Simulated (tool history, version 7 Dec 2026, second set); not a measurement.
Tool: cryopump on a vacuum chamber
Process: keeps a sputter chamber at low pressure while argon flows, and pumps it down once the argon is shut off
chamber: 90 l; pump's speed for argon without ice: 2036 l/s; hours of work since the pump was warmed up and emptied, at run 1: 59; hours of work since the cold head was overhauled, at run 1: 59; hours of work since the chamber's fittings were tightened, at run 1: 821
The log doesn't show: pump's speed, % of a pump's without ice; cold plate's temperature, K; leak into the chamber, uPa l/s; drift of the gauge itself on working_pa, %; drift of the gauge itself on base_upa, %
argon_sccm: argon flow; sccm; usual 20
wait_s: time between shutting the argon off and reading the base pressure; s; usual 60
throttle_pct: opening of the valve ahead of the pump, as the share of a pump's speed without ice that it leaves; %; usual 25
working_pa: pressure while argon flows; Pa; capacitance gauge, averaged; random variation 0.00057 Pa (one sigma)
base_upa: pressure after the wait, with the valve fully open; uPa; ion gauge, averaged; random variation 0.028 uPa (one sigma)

run,hour,argon_sccm,wait_s,throttle_pct,hours of work since the pump was warmed up and emptied,hours of work since the cold head was overhauled,hours of work since the chamber's fittings were tightened,working_pa,base_upa
1,0.0,20,60,25,59,59,821,0.0667,2.41
2,29.1,20,60,25,74,74,835,0.0668,2.43
3,52.8,20,33,25,86,86,847,0.0670,3.38
4,74.5,14,60,25,97,97,858,0.0470,2.45
5,104.1,14,60,25,112,112,873,0.0472,2.47
6,123.5,14,60,25,122,122,883,0.0471,2.47
7,140.7,10,31,36,131,131,892,0.0236,3.48
8,162.1,22,285,28,142,142,903,0.0663,1.55
9,187.8,22,285,23,155,155,916,0.0798,1.62
10,214.3,22,285,23,168,168,929,0.0801,1.60
11,230.2,12,60,25,176,176,937,0.0399,2.53
12,252.5,12,60,25,187,187,949,0.0407,2.61

Measured less the same run without the tool's hidden state. The same run-to-run variation is in both; the gauge's scatter may not be:
run,working_pa,base_upa
1,+0.0005,+1.07
2,+0.0006,+1.07
3,+0.0006,+1.09
4,+0.0005,+1.11
5,+0.0005,+1.12
6,+0.0007,+1.15
7,+0.0004,+1.14
8,+0.0011,+1.19
9,+0.0012,+1.22
10,+0.0013,+1.21
11,+0.0008,+1.23
12,+0.0008,+1.27
